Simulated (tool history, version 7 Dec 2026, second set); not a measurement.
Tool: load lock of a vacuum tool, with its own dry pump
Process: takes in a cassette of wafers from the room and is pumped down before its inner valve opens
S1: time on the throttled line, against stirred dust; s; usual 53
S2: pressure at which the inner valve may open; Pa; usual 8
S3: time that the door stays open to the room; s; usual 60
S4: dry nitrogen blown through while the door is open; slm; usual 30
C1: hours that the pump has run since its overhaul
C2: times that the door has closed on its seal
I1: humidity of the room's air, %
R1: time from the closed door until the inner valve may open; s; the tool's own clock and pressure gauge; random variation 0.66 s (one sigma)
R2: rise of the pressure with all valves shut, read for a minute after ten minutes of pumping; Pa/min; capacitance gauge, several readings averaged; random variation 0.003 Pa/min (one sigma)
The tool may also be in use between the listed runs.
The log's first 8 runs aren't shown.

run	hour	S1	S2	S3	S4	C1	C2	I1	R1	R2
9	913.6	53	8	60	8	2630	9511	45.5	99.8	0.090
10	1066.5	53	8	60	8	2783	10114	42.0	100.1	0.098
11	1210.0	53	8	60	8	2926	10681	44.1	101.1	0.101
12	1337.3	53	8	60	8	3053	11184	44.7	100.1	0.109
13	1446.7	53	8	44	8	3163	11616	44.6	101.3	0.105
14	1555.4	53	8	44	8	3272	12045	43.6	99.5	0.106
15	1707.5	55	8	44	8	3424	12646	45.9	100.4	0.109
16	1802.4	53	8	60	30	3519	13021	43.5	100.9	0.109
17	1871.1	53	15	60	30	3587	13293	47.0	96.9	0.113
18	1955.9	53	15	60	30	3672	13627	42.6	97.3	0.108
19	2019.5	51	8	60	30	3736	13879	45.1	100.4	0.116
20	2101.7	77	8	45	23	3818	14203	47.9	117.2	0.121
21	2211.5	53	8	83	34	3928	14637	49.5	101.5	0.131
22	2326.6	85	6	83	34	4043	15092	50.3	127.2	0.138
23	2460.9	44	8	60	5	4177	15622	40.9	95.5	0.149

Run 24 comes next. What will it give?
24	2584.1	44	8	60	5	4300	16109	43.8	?	?

{"run 24": {"R1": 95.4, "R2": 0.156}}
Without the tool's hidden state the same run would have given R1 92.2 s, R2 0.046 Pa/min.
